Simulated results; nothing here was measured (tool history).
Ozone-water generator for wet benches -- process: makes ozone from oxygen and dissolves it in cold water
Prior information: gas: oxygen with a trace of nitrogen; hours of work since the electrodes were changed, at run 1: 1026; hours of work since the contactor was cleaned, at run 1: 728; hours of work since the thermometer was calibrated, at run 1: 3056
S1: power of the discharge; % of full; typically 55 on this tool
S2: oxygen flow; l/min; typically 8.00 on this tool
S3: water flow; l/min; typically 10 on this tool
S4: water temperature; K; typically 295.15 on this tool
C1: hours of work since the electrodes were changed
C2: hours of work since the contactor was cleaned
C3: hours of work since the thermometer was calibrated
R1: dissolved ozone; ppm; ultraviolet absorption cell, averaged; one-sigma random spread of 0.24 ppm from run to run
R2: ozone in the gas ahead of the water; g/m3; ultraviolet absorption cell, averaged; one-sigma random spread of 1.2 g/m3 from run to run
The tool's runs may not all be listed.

| run | hour | S1 | S2 | S3 | S4 | C1 | C2 | C3 | R1 | R2 |
|---|---|---|---|---|---|---|---|---|---|---|
| 1 | 0.0 | 55 | 8.00 | 10 | 295.15 | 1026 | 728 | 3056 | 36.0 | 207.0 |
| 2 | 40.5 | 55 | 8.00 | 10 | 301.15 | 1055 | 757 | 3084 | 31.3 | 208.3 |
| 3 | 94.3 | 55 | 8.00 | 10 | 301.15 | 1093 | 795 | 3123 | 31.1 | 206.7 |
|  | 126.7 | water thermometer calibrated |
| 4 | 134.9 | 55 | 8.00 | 10 | 295.15 | 1122 | 824 | 6 | 35.9 | 206.3 |
| 5 | 173.6 | 55 | 8.00 | 10 | 295.15 | 1149 | 851 | 33 | 36.6 | 206.9 |
| 6 | 202.2 | 55 | 8.00 | 10 | 295.15 | 1170 | 872 | 54 | 36.1 | 207.7 |
| 7 | 245.8 | 55 | 8.00 | 10 | 295.15 | 1201 | 903 | 85 | 36.5 | 206.1 |
| 8 | 284.6 | 55 | 8.00 | 10 | 295.15 | 1228 | 930 | 112 | 36.1 | 206.1 |
| 9 | 315.2 | 55 | 8.00 | 10 | 295.15 | 1250 | 952 | 134 | 36.2 | 205.3 |
| 10 | 346.9 | 55 | 8.00 | 10 | 295.15 | 1273 | 975 | 157 | 36.2 | 205.2 |
| 11 | 388.5 | 55 | 8.00 | 10 | 295.15 | 1302 | 1004 | 186 | 35.3 | 205.1 |
| 12 | 429.5 | 55 | 8.00 | 10 | 295.15 | 1331 | 1034 | 216 | 36.2 | 204.5 |
| 13 | 472.0 | 54 | 8.00 | 14 | 295.15 | 1362 | 1064 | 246 | 29.3 | 201.2 |
| 14 | 529.5 | 85 | 8.00 | 14 | 295.15 | 1403 | 1105 | 287 | 44.3 | 306.2 |
| 15 | 584.3 | 77 | 14.24 | 6 | 295.15 | 1442 | 1144 | 326 | 43.7 | 187.7 |
| 16 | 615.5 | 77 | 14.24 | 6 | 295.15 | 1464 | 1166 | 348 | 43.6 | 187.4 |
| 17 | 652.9 | 55 | 8.00 | 10 | 290.15 | 1490 | 1193 | 375 | 40.7 | 204.1 |
| 18 | 701.4 | 55 | 8.00 | 10 | 290.15 | 1525 | 1227 | 409 | 39.8 | 205.2 |
| 19 | 729.1 | 55 | 9.62 | 15 | 295.15 | 1545 | 1247 | 429 | 26.4 | 181.6 |
| 20 | 770.0 | 57 | 8.00 | 11 | 295.15 | 1574 | 1276 | 458 | 35.4 | 212.2 |
| 21 | 806.4 | 57 | 8.00 | 11 | 295.15 | 1600 | 1302 | 484 | 35.6 | 211.8 |
| 22 | 832.1 | 56 | 8.98 | 13 | 295.15 | 1618 | 1320 | 502 | 30.1 | 191.0 |
| 23 | 887.1 | 47 | 8.00 | 10 | 301.15 | 1657 | 1359 | 541 | 27.0 | 177.6 |
| 24 | 933.5 | 47 | 8.00 | 10 | 301.15 | 1690 | 1392 | 574 | 26.4 | 176.2 |

Measured less the same run without the tool's hidden state. The same run-to-run variation is in both; the gauge's scatter may not be:
Hidden state at play: yield of the discharge, % of new electrodes'; contactor's efficiency, % of a clean one's; true water temperature over the reading, C; drift of the gauge itself on ozone_ppm, %; drift of the gauge itself on gas_g_m3, %.
| run | R1 | R2 |
|---|---|---|
| 1 | -1.1 | -3.7 |
| 2 | -1.0 | -3.8 |
| 3 | -1.0 | -4.0 |
| 4 | -1.0 | -4.1 |
| 5 | -1.0 | -4.1 |
| 6 | -1.1 | -4.2 |
| 7 | -1.1 | -4.3 |
| 8 | -1.1 | -4.4 |
| 9 | -1.1 | -4.5 |
| 10 | -1.1 | -4.6 |
| 11 | -1.1 | -4.7 |
| 12 | -1.1 | -4.7 |
| 13 | -1.0 | -4.6 |
| 14 | -2.2 | -11.5 |
| 15 | -1.9 | -6.7 |
| 16 | -1.8 | -6.7 |
| 17 | -1.5 | -5.4 |
| 18 | -1.5 | -5.5 |
| 19 | -1.1 | -4.9 |
| 20 | -1.4 | -6.1 |
| 21 | -1.4 | -6.2 |
| 22 | -1.3 | -5.6 |
| 23 | -0.9 | -4.1 |
| 24 | -0.9 | -4.2 |

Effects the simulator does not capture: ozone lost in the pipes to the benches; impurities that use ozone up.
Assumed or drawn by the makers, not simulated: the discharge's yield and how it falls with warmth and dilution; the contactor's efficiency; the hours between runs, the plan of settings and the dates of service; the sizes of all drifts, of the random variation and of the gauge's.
